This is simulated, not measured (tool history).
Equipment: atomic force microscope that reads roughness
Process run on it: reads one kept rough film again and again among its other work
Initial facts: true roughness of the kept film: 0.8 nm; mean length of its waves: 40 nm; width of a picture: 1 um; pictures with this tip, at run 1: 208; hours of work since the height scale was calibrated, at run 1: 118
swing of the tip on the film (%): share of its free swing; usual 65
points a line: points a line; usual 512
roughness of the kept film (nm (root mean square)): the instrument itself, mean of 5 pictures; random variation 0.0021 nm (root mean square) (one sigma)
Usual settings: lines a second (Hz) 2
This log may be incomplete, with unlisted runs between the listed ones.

run,hour,lines a second (Hz),swing of the tip on the film (%),points a line,pictures with this tip,hours of work since the height scale was calibrated,roughness of the kept film (nm (root mean square))
1,0,2,65,512,208,118,0.728
2,18.8,2,77,512,241,128,0.702
3,34.1,2,77,863,268,137,0.696
4,53.8,2,65,512,303,149,0.719
5,64.9,2,65,512,322,155,0.714
6,76.4,2,65,512,342,162,0.711
7,96,2,65,512,377,173,0.705
# hour 100: new tip fitted
8,110.9,2,65,512,19,182,0.754
9,119.3,2,65,512,34,187,0.754
10,139,2,65,512,68,198,0.747
11,158.9,2,65,512,103,210,0.746
12,178.2,2,65,512,137,221,0.74
13,194,2,65,512,165,230,0.74
14,212.7,2,65,512,197,241,0.727
15,231.3,1.31,65,512,230,252,0.735
16,243.3,2,57,512,251,259,0.74
17,257.4,2.39,65,512,276,267,0.711
18,272.3,2.39,65,512,302,276,0.721
19,291.6,2.39,65,512,336,287,0.708
20,305.3,2,65,996,360,295,0.712
21,318,2,65,869,382,302,0.711
# hour 319.9: new tip fitted
22,334.5,2,65,512,25,312,0.755
23,349.8,2,65,512,52,320,0.753
24,364,2,65,512,77,329,0.747
25,380,2,65,512,105,338,0.747
26,392.2,2,65,512,127,345,0.74
27,407.3,2,65,512,153,354,0.738
28,417.1,2,59,322,170,360,0.742
29,434.8,2,69,1023,201,370,0.727
30,451.5,2,58,512,231,380,0.738
31,464.5,2,58,512,254,387,0.733
32,477,3.39,66,265,275,394,0.699
33,488.7,2,79,512,296,401,0.689
34,505.7,1.68,79,512,326,411,0.695
# hour 507.9: height scale calibrated on a step standard
35,518.8,1.75,79,512,347,6,0.695
36,537.5,0.59,72,361,380,17,0.726
# hour 541.1: new tip fitted
37,546.7,1.39,74,512,10,22,0.755
38,562,1.57,55,375,37,31,0.773
39,573.9,1.57,55,375,58,38,0.774
40,586.4,0.97,65,372,80,45,0.764
41,600.3,0.76,80,353,104,53,0.752
# hour 602.7: height scale calibrated on a step standard, once more
42,616.4,0.76,80,353,131,8,0.739
43,627.8,0.76,80,353,151,15,0.732
44,637.2,1.35,79,512,167,20,0.722
45,646.9,1.56,64,626,184,26,0.737
46,658.9,1.6,67,338,205,33,0.728
47,673.5,0.61,80,649,231,41,0.732
48,682.8,1.72,73,791,247,47,0.711
49,701.2,1.72,73,791,280,57,0.712

Estimate the outcome of run 50 from the log above:
50,711.6,1.33,59,301,298,63,?

{"run 50": {"roughness of the kept film (nm (root mean square))": 0.725}}
Without the tool's hidden state the same run would have given roughness of the kept film (nm (root mean square)) 0.764.
